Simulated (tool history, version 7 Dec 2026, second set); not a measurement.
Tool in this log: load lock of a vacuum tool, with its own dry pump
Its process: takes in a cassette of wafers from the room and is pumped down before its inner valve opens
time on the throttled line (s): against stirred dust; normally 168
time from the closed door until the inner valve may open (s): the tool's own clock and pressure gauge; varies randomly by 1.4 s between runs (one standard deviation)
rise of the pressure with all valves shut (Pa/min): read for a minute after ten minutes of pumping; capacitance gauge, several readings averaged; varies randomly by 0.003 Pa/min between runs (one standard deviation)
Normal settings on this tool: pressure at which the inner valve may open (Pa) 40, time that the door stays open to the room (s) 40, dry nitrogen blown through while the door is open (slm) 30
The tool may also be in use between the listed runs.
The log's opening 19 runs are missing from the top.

run	hour	time on the throttled line (s)	pressure at which the inner valve may open (Pa)	time that the door stays open to the room (s)	dry nitrogen blown through while the door is open (slm)	hours that the pump has run since its overhaul	times that the door has closed on its seal	incoming humidity of the room's air, %	time from the closed door until the inner valve may open (s)	rise of the pressure with all valves shut (Pa/min)
20	1980.8	172	41	100	4	6331	47557	44.9	235.1	0.267
21	2041.9	256	40	35	15	6392	47834	44	313.3	0.235
22	2119.9	168	28	187	30	6470	48188	47.5	236.4	0.253
23	2237.4	168	28	187	30	6588	48721	43.1	235	0.254
24	2313.7	168	45	40	30	6664	49067	43.8	229.7	0.241
25	2381.4	153	40	40	8	6732	49374	44	219.2	0.262
26	2498.9	168	61	111	30	6849	49907	46.6	227.3	0.263
27	2633.9	168	61	111	30	6984	50520	44.5	230.6	0.262
28	2759.5	110	40	37	30	7110	51090	48.1	179.6	0.259

Expected results for the next run?
29	2864.9	165	40	27	8	7215	51568	44.8	?	?

{"run 29": {"time from the closed door until the inner valve may open (s)": 231.2, "rise of the pressure with all valves shut (Pa/min)": 0.277}}
Were there no unlogged condition in the tool, this run, its random variation unchanged, would have produced time from the closed door until the inner valve may open (s) 224.8, rise of the pressure with all valves shut (Pa/min) 0.033.
